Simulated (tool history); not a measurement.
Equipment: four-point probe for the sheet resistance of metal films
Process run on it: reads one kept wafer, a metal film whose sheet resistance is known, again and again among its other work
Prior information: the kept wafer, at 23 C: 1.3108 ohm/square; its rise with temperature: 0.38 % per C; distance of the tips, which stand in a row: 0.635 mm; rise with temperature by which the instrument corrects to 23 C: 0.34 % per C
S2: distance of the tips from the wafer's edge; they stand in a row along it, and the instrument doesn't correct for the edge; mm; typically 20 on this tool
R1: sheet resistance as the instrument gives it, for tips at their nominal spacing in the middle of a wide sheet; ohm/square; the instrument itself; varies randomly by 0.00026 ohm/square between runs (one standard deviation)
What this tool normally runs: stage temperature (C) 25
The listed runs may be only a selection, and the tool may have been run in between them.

{"run": 1, "day": 0.0, "stage temperature (C)": 25, "S2": 20, "R1": 1.322869}
{"run": 2, "day": 4.554, "stage temperature (C)": 25, "S2": 20, "R1": 1.323651}
{"run": 3, "day": 7.638, "stage temperature (C)": 25, "S2": 20, "R1": 1.323507}
{"run": 4, "day": 11.821, "stage temperature (C)": 25, "S2": 4, "R1": 1.341119}
{"run": 5, "day": 15.725, "stage temperature (C)": 25, "S2": 4, "R1": 1.341755}
{"day": 17.733, "done": "new probe head fitted"}
{"run": 6, "day": 19.15, "stage temperature (C)": 25, "S2": 4, "R1": 1.333229}
{"run": 7, "day": 22.258, "stage temperature (C)": 25, "S2": 5, "R1": 1.327176}
{"run": 8, "day": 26.546, "stage temperature (C)": 22, "S2": 20, "R1": 1.315137}
{"run": 9, "day": 29.712, "stage temperature (C)": 22, "S2": 20, "R1": 1.315746}
{"run": 10, "day": 33.183, "stage temperature (C)": 18, "S2": 20, "R1": 1.313385}
{"run": 11, "day": 36.354, "stage temperature (C)": 25, "S2": 4, "R1": 1.334462}
{"run": 12, "day": 39.825, "stage temperature (C)": 21, "S2": 4, "R1": 1.332806}
{"run": 13, "day": 44.217, "stage temperature (C)": 20, "S2": 29, "R1": 1.315609}
{"run": 14, "day": 48.492, "stage temperature (C)": 31, "S2": 71, "R1": 1.321473}
{"run": 15, "day": 52.45, "stage temperature (C)": 19, "S2": 14, "R1": 1.317125}
{"day": 52.842, "done": "stage's thermometer calibrated"}
{"run": 16, "day": 55.638, "stage temperature (C)": 30, "S2": 59, "R1": 1.322115}
{"run": 17, "day": 57.95, "stage temperature (C)": 24, "S2": 31, "R1": 1.319317}
{"run": 18, "day": 62.688, "stage temperature (C)": 24, "S2": 31, "R1": 1.319672}
{"run": 19, "day": 66.383, "stage temperature (C)": 24, "S2": 31, "R1": 1.319422}
{"run": 20, "day": 70.729, "stage temperature (C)": 32, "S2": 27, "R1": 1.324132}
{"run": 21, "day": 74.721, "stage temperature (C)": 24, "S2": 5, "R1": 1.331646}
{"run": 22, "day": 76.675, "stage temperature (C)": 35, "S2": 73, "R1": 1.326541}

Branching from run 22: 5 alternative next runs. What would each branch give?
{"run": "A", "day": 81.042, "stage temperature (C)": 24, "S2": 66, "R1": "?"}
{"run": "B", "day": 81.042, "stage temperature (C)": 31, "S2": 20, "R1": "?"}
{"run": "C", "day": 81.042, "stage temperature (C)": 18, "S2": 24, "R1": "?"}
{"run": "D", "day": 81.042, "stage temperature (C)": 27, "S2": 73, "R1": "?"}
{"run": "E", "day": 81.042, "stage temperature (C)": 22, "S2": 6, "R1": "?"}

run=A R1=1.321328
run=B R1=1.325257
run=C R1=1.318766
run=D R1=1.323320
run=E R1=1.327604
Without the tool's hidden state the same runs would have given:
run=A R1=1.311524
run=B R1=1.315472
run=C R1=1.308940
run=D R1=1.313523
run=E R1=1.317744

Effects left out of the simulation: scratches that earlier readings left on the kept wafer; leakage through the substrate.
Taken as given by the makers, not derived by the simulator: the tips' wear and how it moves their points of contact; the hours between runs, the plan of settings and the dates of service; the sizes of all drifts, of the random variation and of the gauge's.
